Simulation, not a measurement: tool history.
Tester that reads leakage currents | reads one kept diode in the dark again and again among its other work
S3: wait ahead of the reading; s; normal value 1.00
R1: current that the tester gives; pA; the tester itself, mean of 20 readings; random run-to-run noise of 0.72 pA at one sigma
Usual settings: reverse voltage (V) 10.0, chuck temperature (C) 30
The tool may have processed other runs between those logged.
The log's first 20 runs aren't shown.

run 21 hour=1697.9 | reverse_voltage_(V)=1.0 chuck_temperature_(C)=41 S3=2.06 | R1=133.25
-- hour=1728.2 chuck's temperature calibrated
run 22 hour=1785.3 | reverse_voltage_(V)=1.0 chuck_temperature_(C)=41 S3=2.06 | R1=153.78
run 23 hour=1851.2 | reverse_voltage_(V)=1.6 chuck_temperature_(C)=30 S3=0.88 | R1=81.78
run 24 hour=1948.8 | reverse_voltage_(V)=3.6 chuck_temperature_(C)=26 S3=3.53 | R1=91.79
run 25 hour=2051.8 | reverse_voltage_(V)=2.4 chuck_temperature_(C)=30 S3=1.22 | R1=100.72
-- hour=2062.9 tester calibrated
run 26 hour=2169.2 | reverse_voltage_(V)=5.4 chuck_temperature_(C)=30 S3=0.42 | R1=164.99
run 27 hour=2233.5 | reverse_voltage_(V)=5.4 chuck_temperature_(C)=30 S3=0.42 | R1=163.62
run 28 hour=2347.4 | reverse_voltage_(V)=3.9 chuck_temperature_(C)=32 S3=2.08 | R1=155.77
run 29 hour=2443.6 | reverse_voltage_(V)=15.3 chuck_temperature_(C)=32 S3=1.38 | R1=340.87
run 30 hour=2499.7 | reverse_voltage_(V)=10.0 chuck_temperature_(C)=24 S3=0.38 | R1=140.55
run 31 hour=2583.5 | reverse_voltage_(V)=10.0 chuck_temperature_(C)=57 S3=2.68 | R1=1784.90
run 32 hour=2655.8 | reverse_voltage_(V)=10.0 chuck_temperature_(C)=57 S3=2.68 | R1=1780.39
run 33 hour=2718.8 | reverse_voltage_(V)=13.3 chuck_temperature_(C)=32 S3=3.42 | R1=306.61
run 34 hour=2826.7 | reverse_voltage_(V)=15.9 chuck_temperature_(C)=32 S3=0.98 | R1=338.18
run 35 hour=2880.2 | reverse_voltage_(V)=15.9 chuck_temperature_(C)=32 S3=0.98 | R1=336.44
-- hour=2966.6 probe card cleaned and baked
run 36 hour=2974.3 | reverse_voltage_(V)=5.9 chuck_temperature_(C)=25 S3=5.73 | R1=101.01
run 37 hour=3084.0 | reverse_voltage_(V)=14.8 chuck_temperature_(C)=26 S3=3.19 | R1=183.86
run 38 hour=3200.8 | reverse_voltage_(V)=4.1 chuck_temperature_(C)=26 S3=8.60 | R1=87.06
run 39 hour=3317.6 | reverse_voltage_(V)=4.1 chuck_temperature_(C)=26 S3=8.60 | R1=86.07

What if the next run were any one of these 4? Each begins from the tool's condition after run 39:
run A hour=3409.6 | reverse_voltage_(V)=4.2 chuck_temperature_(C)=21 S3=3.14 | R1=?
run B hour=3409.6 | reverse_voltage_(V)=2.1 chuck_temperature_(C)=30 S3=1.00 | R1=?
run C hour=3409.6 | reverse_voltage_(V)=10.0 chuck_temperature_(C)=50 S3=1.00 | R1=?
run D hour=3409.6 | reverse_voltage_(V)=3.1 chuck_temperature_(C)=51 S3=8.60 | R1=?

run=A R1=55.83
run=B R1=82.83
run=C R1=992.09
run=D R1=549.19
Take away the tool's hidden state, keep each run's random variation, and the runs would have read:
run=A R1=67.05
run=B R1=98.72
run=C R1=1160.43
run=D R1=642.14
